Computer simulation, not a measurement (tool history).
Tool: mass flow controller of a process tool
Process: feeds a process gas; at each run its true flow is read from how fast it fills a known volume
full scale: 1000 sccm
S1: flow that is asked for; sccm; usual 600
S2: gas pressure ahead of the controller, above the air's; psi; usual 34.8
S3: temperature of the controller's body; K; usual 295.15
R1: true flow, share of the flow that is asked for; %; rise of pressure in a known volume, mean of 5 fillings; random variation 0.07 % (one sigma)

run     day   S1    S2      S3     R1
  1   0.000  600  34.8  295.15  99.01
  2   2.942  600  34.8  295.15  99.04
  3   5.433  600  34.8  296.15  99.21
  4   8.312  600  34.8  296.15  99.16
  5  10.983  600  20.9  295.15  98.52
  6  14.929  600  20.9  295.15  98.66
  7  18.200  600  20.9  295.15  98.56
  8  21.946  600  20.9  295.15  98.65
     22.329  -- controller's zero set anew
  9  25.371  600  20.9  295.15  98.30
 10  27.575  600  20.9  295.15  98.39
 11  29.412  600  20.9  295.15  98.44
 12  32.071  600  27.0  295.15  98.60
 13  36.196  812  20.9  301.15  99.50
 14  38.896  529  23.6  293.15  97.93
 15  40.975  529  23.6  296.15  98.29
 16  42.917  600  34.8  312.15  99.94
 17  45.754  600  34.8  312.15  99.87
 18  47.846  119  21.8  310.15  93.83
     48.179  -- controller's zero set anew, once more
 19  51.925  114  40.5  293.15  98.71

Forecast run 20:
 20  55.221  334  40.5  312.15   ?

{"run 20": {"R1": 100.5}}
Without the tool's hidden state the same run would have given R1 99.52 %.
